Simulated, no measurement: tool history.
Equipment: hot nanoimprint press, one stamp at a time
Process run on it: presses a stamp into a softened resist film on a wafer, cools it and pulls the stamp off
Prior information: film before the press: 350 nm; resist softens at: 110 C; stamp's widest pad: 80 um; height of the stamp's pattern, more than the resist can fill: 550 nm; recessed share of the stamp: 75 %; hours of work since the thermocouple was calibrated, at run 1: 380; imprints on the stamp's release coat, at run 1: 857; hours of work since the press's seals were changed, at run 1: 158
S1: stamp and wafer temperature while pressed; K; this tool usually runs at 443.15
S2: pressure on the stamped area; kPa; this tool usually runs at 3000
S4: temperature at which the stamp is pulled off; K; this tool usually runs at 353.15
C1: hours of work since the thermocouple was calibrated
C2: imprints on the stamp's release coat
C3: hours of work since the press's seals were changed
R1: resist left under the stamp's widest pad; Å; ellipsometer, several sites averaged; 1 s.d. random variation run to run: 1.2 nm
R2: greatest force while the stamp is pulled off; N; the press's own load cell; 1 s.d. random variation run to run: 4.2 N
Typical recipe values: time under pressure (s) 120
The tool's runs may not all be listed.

run 1 hour=0 | S1=443.15 S2=3000 time_under_pressure_(s)=120 S4=353.15 | C1=380 C2=857 C3=158 | R1=1872 R2=226
-- hour=36.6 plate thermocouple calibrated
run 2 hour=50.8 | S1=443.15 S2=3000 time_under_pressure_(s)=120 S4=353.15 | C1=11 C2=1002 C3=195 | R1=1925 R2=237
run 3 hour=119.3 | S1=443.15 S2=3000 time_under_pressure_(s)=197 S4=353.15 | C1=63 C2=1210 C3=247 | R1=1598 R2=238
run 4 hour=154.9 | S1=443.15 S2=3000 time_under_pressure_(s)=197 S4=353.15 | C1=90 C2=1319 C3=274 | R1=1625 R2=239
run 5 hour=214.4 | S1=443.15 S2=3000 time_under_pressure_(s)=197 S4=353.15 | C1=135 C2=1500 C3=319 | R1=1630 R2=248
run 6 hour=259.2 | S1=443.15 S2=3000 time_under_pressure_(s)=197 S4=353.15 | C1=169 C2=1636 C3=353 | R1=1640 R2=245
-- hour=316.9 plate thermocouple calibrated, once more
run 7 hour=322.3 | S1=443.15 S2=3000 time_under_pressure_(s)=120 S4=353.15 | C1=4 C2=1819 C3=399 | R1=1773 R2=245
run 8 hour=357.9 | S1=443.15 S2=3000 time_under_pressure_(s)=120 S4=353.15 | C1=31 C2=1927 C3=426 | R1=1805 R2=244
run 9 hour=401.6 | S1=443.15 S2=3000 time_under_pressure_(s)=79 S4=353.15 | C1=64 C2=2060 C3=459 | R1=2095 R2=240
run 10 hour=471.2 | S1=443.15 S2=3000 time_under_pressure_(s)=120 S4=353.15 | C1=117 C2=2272 C3=512 | R1=1806 R2=255
-- hour=523.2 stamp cleaned and given a new release coat
run 11 hour=552.8 | S1=443.15 S2=3000 time_under_pressure_(s)=163 S4=353.15 | C1=175 C2=90 C3=569 | R1=1635 R2=213
run 12 hour=612.8 | S1=443.15 S2=3000 time_under_pressure_(s)=163 S4=353.15 | C1=220 C2=273 C3=615 | R1=1668 R2=212
-- hour=661.8 press's hydraulic seals changed and the load cell set to zero
run 13 hour=682.5 | S1=443.15 S2=3000 time_under_pressure_(s)=163 S4=353.15 | C1=267 C2=461 C3=16 | R1=1662 R2=221
run 14 hour=726.5 | S1=443.15 S2=3000 time_under_pressure_(s)=163 S4=353.15 | C1=301 C2=594 C3=49 | R1=1652 R2=233
run 15 hour=792.7 | S1=443.15 S2=3000 time_under_pressure_(s)=120 S4=353.15 | C1=351 C2=796 C3=99 | R1=1876 R2=231
run 16 hour=857.8 | S1=455.15 S2=3060 time_under_pressure_(s)=103 S4=339.15 | C1=400 C2=994 C3=149 | R1=1098 R2=301
-- hour=872 plate thermocouple calibrated
run 17 hour=909.1 | S1=455.15 S2=3060 time_under_pressure_(s)=103 S4=339.15 | C1=28 C2=1141 C3=186 | R1=1014 R2=303
run 18 hour=976.6 | S1=455.15 S2=3060 time_under_pressure_(s)=103 S4=339.15 | C1=80 C2=1347 C3=237 | R1=1048 R2=314
run 19 hour=1037.2 | S1=434.15 S2=3000 time_under_pressure_(s)=129 S4=354.15 | C1=126 C2=1531 C3=283 | R1=2551 R2=235
run 20 hour=1081.2 | S1=441.15 S2=3000 time_under_pressure_(s)=109 S4=350.15 | C1=159 C2=1665 C3=316 | R1=2019 R2=252
run 21 hour=1129.1 | S1=443.15 S2=3000 time_under_pressure_(s)=74 S4=353.15 | C1=195 C2=1810 C3=353 | R1=2113 R2=244
run 22 hour=1197.2 | S1=443.15 S2=3780 time_under_pressure_(s)=120 S4=349.15 | C1=247 C2=2018 C3=405 | R1=1641 R2=271
run 23 hour=1238.6 | S1=443.15 S2=3780 time_under_pressure_(s)=120 S4=349.15 | C1=279 C2=2144 C3=436 | R1=1660 R2=271
run 24 hour=1282.8 | S1=443.15 S2=3780 time_under_pressure_(s)=120 S4=349.15 | C1=312 C2=2278 C3=470 | R1=1685 R2=278
-- hour=1328.5 stamp cleaned and given a new release coat
run 25 hour=1363.7 | S1=443.15 S2=3780 time_under_pressure_(s)=120 S4=349.15 | C1=369 C2=107 C3=527 | R1=1705 R2=228
-- hour=1420.2 plate thermocouple calibrated
run 26 hour=1437.7 | S1=443.15 S2=2540 time_under_pressure_(s)=120 S4=349.15 | C1=13 C2=323 C3=581 | R1=1940 R2=233
run 27 hour=1508.6 | S1=438.15 S2=3000 time_under_pressure_(s)=140 S4=352.15 | C1=67 C2=539 C3=634 | R1=2166 R2=218
-- hour=1532.1 press's hydraulic seals changed and the load cell set to zero
run 28 hour=1580.4 | S1=437.15 S2=3000 time_under_pressure_(s)=120 S4=349.15 | C1=116 C2=733 C3=37 | R1=2343 R2=243
run 29 hour=1620.4 | S1=437.15 S2=2460 time_under_pressure_(s)=215 S4=341.15 | C1=146 C2=855 C3=67 | R1=2155 R2=284

Each row is a separate what-if for the run after 29, all from the same tool condition, not one after another. Results?
run A hour=1657.7 | S1=435.15 S2=4320 time_under_pressure_(s)=215 S4=358.15 | C1=174 C2=969 C3=95 | R1=? R2=?
run B hour=1657.7 | S1=447.15 S2=3000 time_under_pressure_(s)=178 S4=346.15 | C1=174 C2=969 C3=95 | R1=? R2=?
run C hour=1657.7 | S1=437.15 S2=2460 time_under_pressure_(s)=90 S4=341.15 | C1=174 C2=969 C3=95 | R1=? R2=?
run D hour=1657.7 | S1=443.15 S2=3030 time_under_pressure_(s)=120 S4=353.15 | C1=174 C2=969 C3=95 | R1=? R2=?

run=A R1=1947 R2=198
run=B R1=1291 R2=269
run=C R1=2694 R2=291
run=D R1=1826 R2=228
The same runs, with their run-to-run variation unchanged, on a tool lacking any hidden condition would have given:
run=A R1=1885 R2=178
run=B R1=1250 R2=243
run=C R1=2644 R2=263
run=D R1=1773 R2=206

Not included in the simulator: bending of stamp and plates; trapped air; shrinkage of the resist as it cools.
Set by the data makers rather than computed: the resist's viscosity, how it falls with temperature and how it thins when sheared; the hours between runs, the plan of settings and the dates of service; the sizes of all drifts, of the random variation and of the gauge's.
